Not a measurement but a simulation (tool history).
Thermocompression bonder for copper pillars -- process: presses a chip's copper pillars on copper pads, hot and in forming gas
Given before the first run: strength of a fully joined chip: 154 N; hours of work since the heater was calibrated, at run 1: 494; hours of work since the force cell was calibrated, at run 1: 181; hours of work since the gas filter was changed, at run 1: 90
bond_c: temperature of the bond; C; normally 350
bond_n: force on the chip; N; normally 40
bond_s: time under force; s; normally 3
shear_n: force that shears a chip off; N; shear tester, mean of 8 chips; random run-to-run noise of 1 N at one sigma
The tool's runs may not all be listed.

run,hour,bond_c,bond_n,bond_s,hours of work since the heater was calibrated,hours of work since the force cell was calibrated,hours of work since the gas filter was changed,shear_n
1,0,350,40,3,494,181,90,81.3
2,16.7,329,40,3,503,191,100,70.2
3,32.3,350,40,2,512,200,108,71.6
4,41.3,350,40,2,517,205,113,71.7
5,50.8,350,40,2,522,210,119,71.1
6,59.4,350,40,2,527,215,124,71.6
7,72.6,350,40,2,535,222,131,70.9
8,84.2,350,40,2,541,228,137,70.7
9,93.1,350,40,2,546,233,142,70.4
10,109.9,350,40,2,555,243,152,70.8
11,117.2,350,40,3,559,247,156,79.5
12,130.2,350,40,8,567,254,163,107.6
13,138.5,350,43,3,571,259,168,83.5
14,154.7,368,43,3,580,268,177,95.7
15,169.7,368,43,3,589,276,185,95.8
16,181.2,368,43,3,595,283,192,94.9
17,189.7,368,43,3,600,287,196,95.8
18,204.4,334,48,5,608,296,204,92.4
# hour 219.4: heater calibrated with a thermocouple chip
19,223.1,334,48,5,2,305,214,95.2
20,234.3,350,31,3,8,311,220,68.4
21,242.1,373,56,3,13,315,224,114.1
22,252,373,56,3,18,321,230,116.5
23,260.7,373,56,3,23,326,235,112.1
24,270.9,366,40,6,29,332,240,109.5
25,281.7,330,31,3,35,338,247,55.3
26,292.6,330,29,8,41,344,253,75.1
27,304.1,330,29,2,47,350,259,44.8
28,320.4,330,27,2,56,359,268,40.8
29,333.5,333,32,4,64,366,275,66
# hour 339.3: forming gas filter changed
30,346.5,350,43,3,71,374,4,90.3
31,359.7,350,43,3,78,381,11,90.5
32,375.4,371,43,3,87,390,20,102.6

3 ways to go on from here, each from the tool as it stands after run 32. What would each give?
A,382.2,371,58,9,91,393,24,?
B,382.2,361,40,3,91,393,24,?
C,382.2,346,38,3,91,393,24,?

run,shear_n
A,143.6
B,93.8
C,80.7
Had the tool no hidden state, the same runs would have come out as:
run,shear_n
A,145.4
B,96
C,82.8
